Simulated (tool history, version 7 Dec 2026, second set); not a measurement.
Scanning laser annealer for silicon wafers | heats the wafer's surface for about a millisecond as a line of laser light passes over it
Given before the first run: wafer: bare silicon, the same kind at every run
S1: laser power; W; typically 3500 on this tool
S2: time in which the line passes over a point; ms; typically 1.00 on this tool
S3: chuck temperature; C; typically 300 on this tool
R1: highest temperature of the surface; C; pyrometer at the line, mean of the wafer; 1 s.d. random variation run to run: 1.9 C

| run | day | S1 | S2 | S3 | R1 |
|---|---|---|---|---|---|
| 1 | 0.000 | 3500 | 1.00 | 300 | 1088 |
| 2 | 0.421 | 3500 | 1.00 | 300 | 1081 |
| 3 | 1.029 | 3500 | 1.00 | 300 | 1087 |
| 4 | 1.621 | 3500 | 1.00 | 300 | 1086 |
| 5 | 2.162 | 3500 | 1.00 | 300 | 1086 |
| 6 | 2.538 | 3500 | 1.00 | 300 | 1085 |
| 7 | 3.204 | 2979 | 1.00 | 300 | 940 |
| 8 | 3.496 | 3500 | 1.00 | 300 | 1084 |
| 9 | 4.079 | 3500 | 1.20 | 300 | 1173 |
| 10 | 4.638 | 3500 | 1.20 | 300 | 1171 |
| 11 | 4.954 | 3500 | 0.81 | 300 | 997 |
| 12 | 5.308 | 3500 | 0.81 | 300 | 995 |
| 13 | 5.967 | 3500 | 0.81 | 300 | 995 |
| 14 | 6.475 | 3500 | 1.18 | 261 | 1123 |
| 15 | 6.833 | 3108 | 0.93 | 261 | 910 |
| 16 | 7.492 | 3108 | 0.93 | 261 | 911 |
| 17 | 8.125 | 3108 | 0.93 | 261 | 910 |
| 18 | 8.550 | 3326 | 0.93 | 284 | 989 |
| 19 | 9.142 | 3532 | 0.80 | 311 | 1008 |
| 20 | 9.492 | 3500 | 1.00 | 328 | 1110 |
| 21 | 9.796 | 3500 | 1.00 | 328 | 1109 |
| 22 | 10.262 | 3500 | 0.76 | 307 | 980 |
| 23 | 10.688 | 3203 | 1.00 | 325 | 1027 |
| 24 | 11.308 | 3203 | 1.00 | 325 | 1029 |
| 25 | 11.667 | 3203 | 1.00 | 325 | 1029 |

Here are 5 independent what-if runs from the current tool condition. What would each one return?
| A | 12.325 | 3455 | 1.00 | 308 | ? |
| B | 12.325 | 3500 | 0.87 | 300 | ? |
| C | 12.325 | 3393 | 0.75 | 329 | ? |
| D | 12.325 | 3190 | 1.04 | 334 | ? |
| E | 12.325 | 3847 | 1.00 | 340 | ? |

| run | R1 |
|---|---|
| A | 1082 |
| B | 1024 |
| C | 971 |
| D | 1050 |
| E | 1225 |
With the hidden condition removed and each run's random variation left untouched, the same runs would have given:
| run | R1 |
|---|---|
| A | 1085 |
| B | 1026 |
| C | 973 |
| D | 1052 |
| E | 1228 |

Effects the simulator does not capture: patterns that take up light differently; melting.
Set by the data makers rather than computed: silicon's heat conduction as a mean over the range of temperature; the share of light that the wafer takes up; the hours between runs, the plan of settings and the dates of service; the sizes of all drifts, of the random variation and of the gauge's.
